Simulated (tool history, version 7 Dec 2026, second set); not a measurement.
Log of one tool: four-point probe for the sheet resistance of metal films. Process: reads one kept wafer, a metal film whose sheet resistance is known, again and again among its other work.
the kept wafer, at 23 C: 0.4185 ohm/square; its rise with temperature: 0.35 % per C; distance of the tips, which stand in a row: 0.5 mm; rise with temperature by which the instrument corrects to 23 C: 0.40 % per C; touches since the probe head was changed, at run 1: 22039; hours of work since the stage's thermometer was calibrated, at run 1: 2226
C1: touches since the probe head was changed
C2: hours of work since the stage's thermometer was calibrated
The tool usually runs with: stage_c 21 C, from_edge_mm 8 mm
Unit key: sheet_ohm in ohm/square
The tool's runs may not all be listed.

run 1 hour=0.0 | stage_c=21 from_edge_mm=8 | C1=22039 C2=2226 | sheet_ohm=0.419731
run 2 hour=28.2 | stage_c=25 from_edge_mm=8 | C1=22611 C2=2241 | sheet_ohm=0.418857
run 3 hour=56.3 | stage_c=33 from_edge_mm=8 | C1=23182 C2=2257 | sheet_ohm=0.417463
run 4 hour=84.5 | stage_c=31 from_edge_mm=8 | C1=23755 C2=2272 | sheet_ohm=0.417817
run 5 hour=110.6 | stage_c=21 from_edge_mm=8 | C1=24284 C2=2286 | sheet_ohm=0.419700
run 6 hour=130.2 | stage_c=19 from_edge_mm=8 | C1=24682 C2=2297 | sheet_ohm=0.419933
run 7 hour=152.2 | stage_c=19 from_edge_mm=8 | C1=25129 C2=2309 | sheet_ohm=0.420224
run 8 hour=176.4 | stage_c=21 from_edge_mm=40 | C1=25619 C2=2322 | sheet_ohm=0.418950
run 9 hour=190.8 | stage_c=21 from_edge_mm=8 | C1=25912 C2=2330 | sheet_ohm=0.419828
run 10 hour=216.2 | stage_c=21 from_edge_mm=8 | C1=26428 C2=2344 | sheet_ohm=0.419882
run 11 hour=246.8 | stage_c=26 from_edge_mm=8 | C1=27048 C2=2360 | sheet_ohm=0.418755
run 12 hour=276.6 | stage_c=26 from_edge_mm=37 | C1=27653 C2=2377 | sheet_ohm=0.417830
run 13 hour=298.7 | stage_c=24 from_edge_mm=19 | C1=28102 C2=2389 | sheet_ohm=0.418470
run 14 hour=331.5 | stage_c=32 from_edge_mm=4 | C1=28767 C2=2407 | sheet_ohm=0.420118
run 15 hour=350.8 | stage_c=32 from_edge_mm=4 | C1=29159 C2=2417 | sheet_ohm=0.420228

Forecast run 16:
run 16 hour=372.2 | stage_c=21 from_edge_mm=75 | C1=29594 C2=2429 | sheet_ohm=?

{"run 16": {"sheet_ohm": 0.41907}}
Were there no unlogged condition in the tool, this run, its random variation unchanged, would have produced sheet_ohm 0.419050 ohm/square.
